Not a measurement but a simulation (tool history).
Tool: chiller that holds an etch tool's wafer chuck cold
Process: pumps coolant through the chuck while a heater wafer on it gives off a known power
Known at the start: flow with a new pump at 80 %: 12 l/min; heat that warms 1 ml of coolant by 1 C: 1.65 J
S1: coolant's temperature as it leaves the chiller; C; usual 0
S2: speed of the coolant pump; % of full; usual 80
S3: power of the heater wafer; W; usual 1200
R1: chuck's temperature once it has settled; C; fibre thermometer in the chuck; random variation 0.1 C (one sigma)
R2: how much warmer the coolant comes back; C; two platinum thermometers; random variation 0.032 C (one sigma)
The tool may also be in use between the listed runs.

run	hour	S1	S2	S3	R1	R2
1	0	0	80	1200	12.3	3.67
2	177.4	0	80	1200	12.2	3.64
3	352.7	7	80	1200	19.2	3.73
4	456.5	7	80	1200	19.3	3.7
5	560.3	7	80	1200	19.1	3.74
6	742.8	7	84	1200	18.6	3.46
7	919	7	84	1200	18.7	3.49
8	1046.7	7	84	1200	18.6	3.58
9	1174	0	80	1304	13.2	4.06
10	1354.1	0	84	1200	11.6	3.54
11	1438.3	0	84	1200	11.6	3.54
# hour 1460.4: coolant changed, channels flushed
12	1644.3	0	80	1200	12	3.77
13	1733.7	0	80	1200	12.1	3.78
# hour 1844.6: chiller's thermometer calibrated
14	1852.1	0	80	1200	12	3.81
15	1949.7	0	80	1200	12.1	3.82
16	2116.3	0	70	1200	13.7	4.41
17	2244	4	98	1343	15.6	3.37
18	2351.2	-9	61	1215	6	5.24
19	2432.7	8	80	1200	20.2	3.86
20	2616.1	9	80	1500	24.1	4.7
21	2741	9	80	1500	24	4.77
22	2924	9	80	1500	24.3	4.8
23	3032.6	-7	72	1200	6.1	4.33
24	3197.4	6	80	1271	18.8	4.12
25	3347.5	-3	91	1271	8.8	3.62
26	3504.9	-3	91	1271	8.7	3.54
# hour 3516.7: gauge calibrated
27	3663.9	0	60	1167	14.8	4.97
28	3836.5	8	63	1746	29.2	7.04
29	4003.1	2	70	1438	18.2	5.13
# hour 4145.8: chiller's thermometer calibrated
30	4145.8	2	70	1438	18	5.11
31	4245.3	-7	72	811	2	2.89

Forecast each of these 4 alternatives for the next run:
A	4372.6	-7	95	751	?	?
B	4372.6	-10	80	1200	?	?
C	4372.6	10	80	646	?	?
D	4372.6	-9	66	888	?	?

run	R1	R2
A	-0.4	1.91
B	2.1	3.75
C	16.6	2.05
D	1.3	3.41
Without the tool's hidden state the same runs would have given:
run	R1	R2
A	-0.4	1.84
B	2.1	3.68
C	16.6	1.98
D	1.3	3.34
